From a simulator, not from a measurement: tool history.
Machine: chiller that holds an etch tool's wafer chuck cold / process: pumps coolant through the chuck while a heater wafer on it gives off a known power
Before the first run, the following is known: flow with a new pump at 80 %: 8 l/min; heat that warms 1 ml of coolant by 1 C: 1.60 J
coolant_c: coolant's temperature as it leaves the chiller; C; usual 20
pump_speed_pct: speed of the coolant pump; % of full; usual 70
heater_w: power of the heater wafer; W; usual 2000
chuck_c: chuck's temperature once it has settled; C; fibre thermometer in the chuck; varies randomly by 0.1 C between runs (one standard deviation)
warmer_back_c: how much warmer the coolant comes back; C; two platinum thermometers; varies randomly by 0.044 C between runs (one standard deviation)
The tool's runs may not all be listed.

| run | hour | coolant_c | pump_speed_pct | heater_w | chuck_c | warmer_back_c |
|---|---|---|---|---|---|---|
| 1 | 0.0 | 20 | 70 | 2000 | 53.9 | 11.90 |
| 2 | 98.2 | 20 | 70 | 2000 | 54.1 | 11.96 |
| 3 | 162.7 | 20 | 70 | 2000 | 54.2 | 11.96 |
| 4 | 240.1 | 20 | 70 | 2000 | 54.2 | 11.96 |
| 5 | 333.9 | 13 | 70 | 2000 | 47.5 | 12.12 |
| 6 | 389.9 | 13 | 70 | 1914 | 46.4 | 11.53 |
| 7 | 501.7 | 17 | 70 | 2000 | 51.9 | 12.09 |
| 8 | 615.7 | 17 | 98 | 2000 | 44.9 | 8.59 |
|  | 626.0 | coolant pump overhauled |
| 9 | 734.2 | 17 | 98 | 2000 | 46.0 | 9.04 |
| 10 | 788.1 | 17 | 98 | 1194 | 34.8 | 5.42 |
| 11 | 870.1 | 17 | 98 | 1194 | 34.9 | 5.48 |
| 12 | 930.5 | 17 | 98 | 1194 | 35.1 | 5.54 |
|  | 992.8 | coolant changed, channels flushed |
| 13 | 1009.4 | 17 | 98 | 1194 | 33.4 | 5.51 |
| 14 | 1072.9 | 17 | 98 | 1194 | 33.6 | 5.49 |
|  | 1173.1 | coolant pump overhauled, once more |
| 15 | 1185.4 | 17 | 98 | 1194 | 31.7 | 4.58 |
| 16 | 1290.0 | 20 | 64 | 2000 | 52.3 | 11.66 |
| 17 | 1412.7 | 20 | 64 | 2000 | 52.2 | 11.84 |
| 18 | 1499.5 | 10 | 79 | 2233 | 41.2 | 10.75 |
| 19 | 1594.6 | 17 | 62 | 1280 | 38.7 | 7.81 |
| 20 | 1720.4 | 13 | 70 | 1871 | 42.0 | 10.20 |
| 21 | 1815.4 | 23 | 63 | 2679 | 67.1 | 16.31 |
| 22 | 1931.0 | 11 | 93 | 2000 | 36.8 | 8.27 |
| 23 | 2012.3 | 12 | 85 | 2000 | 39.3 | 9.00 |
| 24 | 2067.9 | 20 | 95 | 2000 | 45.4 | 8.11 |
| 25 | 2132.8 | 20 | 95 | 2000 | 45.7 | 8.11 |
| 26 | 2217.2 | 24 | 63 | 1264 | 45.9 | 7.74 |
| 27 | 2272.1 | 30 | 70 | 2000 | 61.8 | 11.04 |
| 28 | 2391.9 | 24 | 87 | 2097 | 52.8 | 9.37 |
| 29 | 2489.4 | 13 | 84 | 1595 | 35.8 | 7.41 |
| 30 | 2615.4 | 13 | 84 | 1595 | 36.2 | 7.48 |
| 31 | 2679.4 | 21 | 66 | 2378 | 60.9 | 14.26 |

Branching from run 31: 3 alternative next runs. What would each branch give?
|  | 2735.4 | chiller's thermometer calibrated |
| A | 2804.8 | 20 | 96 | 2658 | ? | ? |
|  | 2735.4 | chiller's thermometer calibrated |
| B | 2804.8 | 21 | 81 | 2378 | ? | ? |
|  | 2735.4 | chiller's thermometer calibrated |
| C | 2804.8 | 11 | 94 | 2983 | ? | ? |

| run | chuck_c | warmer_back_c |
|---|---|---|
| A | 53.0 | 10.93 |
| B | 54.2 | 11.62 |
| C | 48.6 | 12.55 |
Without the tool's unlogged condition, the same runs would have read:
| run | chuck_c | warmer_back_c |
|---|---|---|
| A | 50.3 | 10.33 |
| B | 51.4 | 10.98 |
| C | 45.5 | 11.86 |
